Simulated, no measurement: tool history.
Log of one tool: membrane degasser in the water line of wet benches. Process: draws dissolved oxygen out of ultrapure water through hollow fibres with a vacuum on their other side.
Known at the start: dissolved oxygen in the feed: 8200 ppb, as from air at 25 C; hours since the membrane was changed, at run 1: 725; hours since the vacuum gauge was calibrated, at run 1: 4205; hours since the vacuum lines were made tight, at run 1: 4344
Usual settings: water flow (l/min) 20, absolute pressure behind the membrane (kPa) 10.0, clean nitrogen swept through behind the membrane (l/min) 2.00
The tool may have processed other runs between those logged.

run	hour	water flow (l/min)	absolute pressure behind the membrane (kPa)	clean nitrogen swept through behind the membrane (l/min)	hours since the membrane was changed	hours since the vacuum gauge was calibrated	hours since the vacuum lines were made tight	dissolved oxygen in the water behind the degasser (ppb)	pressure that the water loses in the fibres (kPa)
1	0.0	20	10.0	2.00	725	4205	4344	428.3	59.31
2	28.3	20	15.9	2.00	753	4233	4372	561.2	59.55
# hour 46.4: vacuum gauge calibrated
3	59.8	20	15.9	2.00	784	13	4403	558.6	59.28
4	105.9	20	10.0	2.00	830	59	4449	433.7	59.39
5	130.5	24	10.0	2.00	855	84	4474	556.4	71.21
6	176.7	24	10.0	2.00	901	130	4520	554.5	71.35
7	214.5	24	12.1	2.00	939	168	4558	605.2	71.53
# hour 227.1: vacuum gauge calibrated, once more
8	248.8	24	12.1	2.00	972	22	4591	617.6	70.96
9	282.6	24	10.4	3.30	1006	56	4625	499.3	70.54
10	310.6	30	10.0	4.08	1034	83	4653	663.0	89.01
11	344.1	30	10.0	4.08	1068	117	4687	655.1	89.39
12	394.1	30	10.0	4.08	1118	167	4737	653.7	89.07
13	427.7	30	10.0	4.08	1151	201	4770	653.3	89.36

Forecast each of these 5 alternatives for the next run:
A	463.5	30	16.9	4.08	1187	236	4806	?	?
B	463.5	30	17.4	1.10	1187	236	4806	?	?
C	463.5	24	8.0	4.08	1187	236	4806	?	?
D	463.5	18	7.8	0.98	1187	236	4806	?	?
E	463.5	30	7.0	1.08	1187	236	4806	?	?

run	dissolved oxygen in the water behind the degasser (ppb)	pressure that the water loses in the fibres (kPa)
A	748.8	89.45
B	1199.6	88.83
C	461.4	71.11
D	422.0	53.34
E	739.9	89.54
Had the tool no hidden state, the same runs would have come out as:
run	dissolved oxygen in the water behind the degasser (ppb)	pressure that the water loses in the fibres (kPa)
A	736.3	88.81
B	1186.8	88.19
C	451.9	70.60
D	413.8	52.96
E	728.6	88.90
